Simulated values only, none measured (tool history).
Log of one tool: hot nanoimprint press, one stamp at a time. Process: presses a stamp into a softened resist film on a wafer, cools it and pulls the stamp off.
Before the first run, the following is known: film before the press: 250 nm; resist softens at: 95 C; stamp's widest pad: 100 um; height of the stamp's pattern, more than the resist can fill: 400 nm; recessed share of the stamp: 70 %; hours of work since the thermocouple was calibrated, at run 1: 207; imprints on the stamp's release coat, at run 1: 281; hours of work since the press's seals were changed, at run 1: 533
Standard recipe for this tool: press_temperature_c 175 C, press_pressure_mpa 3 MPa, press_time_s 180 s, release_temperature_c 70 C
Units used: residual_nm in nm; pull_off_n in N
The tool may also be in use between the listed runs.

run    hour  press_temperature_c  press_pressure_mpa  press_time_s  release_temperature_c  hours of work since the thermocouple was calibrated  imprints on the stamp's release coat  hours of work since the press's seals were changed  residual_nm  pull_off_n
  1       0                  175                   3           180                     70                                                  207                                   281                                                 533        138.7          95
  2    47.2                  175                   3           180                     70                                                  243                                   513                                                 570        138.7          93
  3    84.6                  175                   3           180                     70                                                  272                                   697                                                 598        139.5          93
  4     164                  175                   3           180                     70                                                  333                                  1087                                                 659        138.7          93
  5   209.4                  175                   3           180                     70                                                  368                                  1310                                                 694        139.2          92
      233.7  -- stamp cleaned and given a new release coat
      259.5  -- plate thermocouple calibrated
  6   259.5                  175                   3           180                     70                                                    0                                   112                                                 726        139.4          92
  7   306.3                  175                3.84           180                     70                                                   36                                   342                                                 762        126.9          91
  8   364.3                  175                3.84           180                     70                                                   80                                   627                                                 806        126.6          91
  9   444.4                  175                3.52           180                     70                                                  142                                  1020                                                 867          131          93
        527  -- stamp cleaned and given a new release coat
 10   527.6                  175                3.52           180                     69                                                  201                                     3                                                 927        131.4          96
 11   592.1                  175                3.52           180                     69                                                  251                                   320                                                 976        131.7          96
        645  -- press's hydraulic seals changed and the load cell set to zero
 12   688.8                  175                   3           180                     74                                                  319                                   756                                                  34        140.5          84
 13   773.3                  175                   3           180                     70                                                  384                                  1171                                                  98        140.3          93
      795.4  -- plate thermocouple calibrated
      827.8  -- stamp cleaned and given a new release coat
 14   827.8                  175                   3           301                     70                                                   20                                     0                                                 133        116.6          91
 15   900.7                  175                   3           180                     70                                                   76                                   359                                                 189        140.2          91
 16   986.1                  186                2.83           179                     78                                                  142                                   778                                                 255         91.4          72
 17  1022.4                  175                   3           180                     58                                                  170                                   957                                                 283          141         124
 18  1074.1                  175                   3           247                     58                                                  209                                  1211                                                 322          126         124
     1117.4  -- stamp cleaned and given a new release coat
 19  1125.3                  164                3.37           172                     70                                                  244                                    39                                                 357          200          93
 20  1197.6                  171                   3           180                     70                                                  299                                   394                                                 413        164.3          94
 21  1282.8                  175                   3           180                     70                                                  365                                   813                                                 478        141.3          92
     1329.6  -- plate thermocouple calibrated
 22  1332.3                  175                1.97            97                     70                                                    2                                  1041                                                 514          191          93
 23  1369.1                  185                3.29           296                     57                                                   30                                  1222                                                 542         72.5         124
     1410.8  -- stamp cleaned and given a new release coat
 24  1415.6                  185                3.29           296                     57                                                   61                                    24                                                 573         72.5         122
 25  1474.1                  167                3.56           180                     68                                                  106                                   312                                                 618        179.9          99
 26  1526.7                  186                3.56           180                     68                                                  147                                   570                                                 658         82.7          97
 27  1591.3                  175                   3           180                     65                                                  196                                   887                                                 708          142         106
 28  1657.8                  175                   3           180                     65                                                  247                                  1214                                                 759          142         106
     1704.5  -- stamp cleaned and given a new release coat
 29  1739.6                  181                   3           160                     65                                                  305                                   172                                                 817        116.5         107

Below are 3 alternative next runs, each starting from the tool's condition after run 29. Predict each:
  A  1794.5                  175                   3           180                     73                                                  347                                   442                                                 859            ?           ?
  B  1794.5                  175                4.26           261                     70                                                  347                                   442                                                 859            ?           ?
  C  1794.5                  171                4.08           180                     60                                                  347                                   442                                                 859            ?           ?

run  residual_nm  pull_off_n
  A        141.9          87
  B        107.4          91
  C          149         117
With no hidden state in the tool, these same runs would have given:
run  residual_nm  pull_off_n
  A        138.4          87
  B        104.7          91
  C        145.2         117
